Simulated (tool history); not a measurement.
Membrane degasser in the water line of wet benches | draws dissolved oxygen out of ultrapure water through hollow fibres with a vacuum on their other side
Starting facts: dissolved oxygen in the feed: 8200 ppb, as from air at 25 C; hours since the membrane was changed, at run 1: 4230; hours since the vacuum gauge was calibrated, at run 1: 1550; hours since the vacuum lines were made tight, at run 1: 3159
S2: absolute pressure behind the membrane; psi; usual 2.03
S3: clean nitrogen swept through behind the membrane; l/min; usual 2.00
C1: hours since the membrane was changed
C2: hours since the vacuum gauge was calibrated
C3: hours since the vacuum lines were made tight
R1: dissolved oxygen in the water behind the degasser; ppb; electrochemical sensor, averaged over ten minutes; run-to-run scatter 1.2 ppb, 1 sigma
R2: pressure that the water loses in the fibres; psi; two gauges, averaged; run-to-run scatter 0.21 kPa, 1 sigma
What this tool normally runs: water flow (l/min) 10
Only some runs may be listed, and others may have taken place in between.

{"run": 1, "hour": 0.0, "water flow (l/min)": 10, "S2": 2.03, "S3": 2.0, "C1": 4230, "C2": 1550, "C3": 3159, "R1": 135.0, "R2": 6.946}
{"run": 2, "hour": 70.6, "water flow (l/min)": 8, "S2": 2.03, "S3": 2.0, "C1": 4301, "C2": 1620, "C3": 3229, "R1": 105.7, "R2": 5.559}
{"run": 3, "hour": 147.7, "water flow (l/min)": 10, "S2": 2.03, "S3": 2.0, "C1": 4378, "C2": 1697, "C3": 3306, "R1": 136.1, "R2": 6.902}
{"run": 4, "hour": 265.4, "water flow (l/min)": 10, "S2": 2.03, "S3": 2.0, "C1": 4496, "C2": 1815, "C3": 3424, "R1": 134.3, "R2": 6.881}
{"run": 5, "hour": 320.4, "water flow (l/min)": 10, "S2": 2.06, "S3": 2.0, "C1": 4551, "C2": 1870, "C3": 3479, "R1": 136.6, "R2": 6.918}
{"run": 6, "hour": 396.9, "water flow (l/min)": 10, "S2": 2.06, "S3": 2.0, "C1": 4627, "C2": 1947, "C3": 3556, "R1": 138.5, "R2": 6.949}
{"run": 7, "hour": 450.2, "water flow (l/min)": 7, "S2": 2.06, "S3": 2.0, "C1": 4681, "C2": 2000, "C3": 3609, "R1": 98.0, "R2": 4.886}
{"run": 8, "hour": 547.5, "water flow (l/min)": 7, "S2": 2.06, "S3": 2.0, "C1": 4778, "C2": 2097, "C3": 3706, "R1": 97.5, "R2": 4.847}
{"run": 9, "hour": 629.0, "water flow (l/min)": 10, "S2": 2.03, "S3": 2.0, "C1": 4859, "C2": 2179, "C3": 3788, "R1": 134.2, "R2": 6.934}
{"run": 10, "hour": 733.8, "water flow (l/min)": 10, "S2": 2.03, "S3": 2.0, "C1": 4964, "C2": 2283, "C3": 3893, "R1": 135.2, "R2": 6.875}
{"run": 11, "hour": 791.2, "water flow (l/min)": 10, "S2": 2.03, "S3": 2.0, "C1": 5022, "C2": 2341, "C3": 3950, "R1": 134.0, "R2": 6.895}
{"run": 12, "hour": 844.6, "water flow (l/min)": 10, "S2": 2.03, "S3": 3.71, "C1": 5075, "C2": 2394, "C3": 4003, "R1": 75.2, "R2": 6.971}
{"run": 13, "hour": 901.2, "water flow (l/min)": 10, "S2": 4.19, "S3": 3.71, "C1": 5132, "C2": 2451, "C3": 4060, "R1": 175.0, "R2": 6.93}
{"run": 14, "hour": 1001.5, "water flow (l/min)": 10, "S2": 4.19, "S3": 3.71, "C1": 5232, "C2": 2551, "C3": 4160, "R1": 172.9, "R2": 6.976}
{"run": 15, "hour": 1111.0, "water flow (l/min)": 10, "S2": 2.03, "S3": 2.0, "C1": 5341, "C2": 2661, "C3": 4270, "R1": 135.9, "R2": 6.933}
{"run": 16, "hour": 1233.3, "water flow (l/min)": 10, "S2": 2.03, "S3": 2.0, "C1": 5464, "C2": 2783, "C3": 4392, "R1": 135.7, "R2": 6.939}
{"run": 17, "hour": 1303.5, "water flow (l/min)": 10, "S2": 2.03, "S3": 2.0, "C1": 5534, "C2": 2853, "C3": 4462, "R1": 135.9, "R2": 6.947}
{"run": 18, "hour": 1362.7, "water flow (l/min)": 10, "S2": 1.77, "S3": 2.0, "C1": 5593, "C2": 2912, "C3": 4522, "R1": 114.1, "R2": 6.862}
{"run": 19, "hour": 1442.0, "water flow (l/min)": 10, "S2": 1.77, "S3": 2.0, "C1": 5672, "C2": 2992, "C3": 4601, "R1": 113.3, "R2": 6.971}
{"run": 20, "hour": 1565.5, "water flow (l/min)": 10, "S2": 1.77, "S3": 1.08, "C1": 5796, "C2": 3115, "C3": 4724, "R1": 201.4, "R2": 6.995}
{"run": 21, "hour": 1667.7, "water flow (l/min)": 11, "S2": 2.67, "S3": 4.45, "C1": 5898, "C2": 3217, "C3": 4826, "R1": 96.3, "R2": 7.664}
{"run": 22, "hour": 1767.7, "water flow (l/min)": 11, "S2": 2.67, "S3": 4.45, "C1": 5998, "C2": 3317, "C3": 4926, "R1": 97.4, "R2": 7.633}
{"run": 23, "hour": 1852.5, "water flow (l/min)": 13, "S2": 3.57, "S3": 4.45, "C1": 6083, "C2": 3402, "C3": 5011, "R1": 162.8, "R2": 9.026}
{"run": 24, "hour": 1943.1, "water flow (l/min)": 13, "S2": 4.5, "S3": 1.26, "C1": 6173, "C2": 3493, "C3": 5102, "R1": 646.2, "R2": 9.148}
{"run": 25, "hour": 2039.2, "water flow (l/min)": 13, "S2": 4.5, "S3": 1.26, "C1": 6270, "C2": 3589, "C3": 5198, "R1": 643.5, "R2": 9.043}
{"run": 26, "hour": 2166.5, "water flow (l/min)": 6, "S2": 3.31, "S3": 0.86, "C1": 6397, "C2": 3716, "C3": 5325, "R1": 335.5, "R2": 4.199}
{"run": 27, "hour": 2285.7, "water flow (l/min)": 6, "S2": 3.31, "S3": 0.86, "C1": 6516, "C2": 3835, "C3": 5444, "R1": 328.9, "R2": 4.142}
{"run": 28, "hour": 2374.4, "water flow (l/min)": 6, "S2": 3.31, "S3": 0.86, "C1": 6605, "C2": 3924, "C3": 5533, "R1": 331.5, "R2": 4.131}
{"run": 29, "hour": 2439.1, "water flow (l/min)": 14, "S2": 3.39, "S3": 1.61, "C1": 6669, "C2": 3989, "C3": 5598, "R1": 421.1, "R2": 9.715}
{"run": 30, "hour": 2518.7, "water flow (l/min)": 12, "S2": 1.54, "S3": 2.69, "C1": 6749, "C2": 4068, "C3": 5677, "R1": 88.0, "R2": 8.374}
{"run": 31, "hour": 2599.7, "water flow (l/min)": 12, "S2": 1.54, "S3": 2.69, "C1": 6830, "C2": 4149, "C3": 5758, "R1": 88.6, "R2": 8.357}
{"run": 32, "hour": 2696.3, "water flow (l/min)": 11, "S2": 1.73, "S3": 2.1, "C1": 6927, "C2": 4246, "C3": 5855, "R1": 117.3, "R2": 7.638}
{"run": 33, "hour": 2816.5, "water flow (l/min)": 11, "S2": 1.73, "S3": 2.1, "C1": 7047, "C2": 4366, "C3": 5975, "R1": 117.3, "R2": 7.688}

How would selected steps in R1 from run to run divide? Give the signed amount a tool lacking its hidden state would still show from settings, what came in and random variation, and the signed amount left for the hidden state, including any gauge scatter that is not in both of the compared results.
Hidden conditions of the tool in this case: membrane still open, %; true pressure behind the membrane over the reading, kPa; air that leaks in behind the membrane, l/min; drift of the gauge itself on oxygen_ppb, %; drift of the gauge itself on loss_of_pressure_kpa, %.
Run 23 -> 24: S2 3.57 -> 4.50, S3 4.45 -> 1.26. R1 +483.4 ppb: hidden state +6.6, all else +476.8.
Run 25 -> 26: water flow (l/min) 13 -> 6, S2 4.50 -> 3.31, S3 1.26 -> 0.86. R1 -308.0 ppb: hidden state +0.7, all else -308.7.
Run 28 -> 29: water flow (l/min) 6 -> 14, S2 3.31 -> 3.39, S3 0.86 -> 1.61. R1 +89.6 ppb: hidden state -3.1, all else +92.7.
Run 29 -> 30: water flow (l/min) 14 -> 12, S2 3.39 -> 1.54, S3 1.61 -> 2.69. R1 -333.1 ppb: hidden state -5.4, all else -327.7.
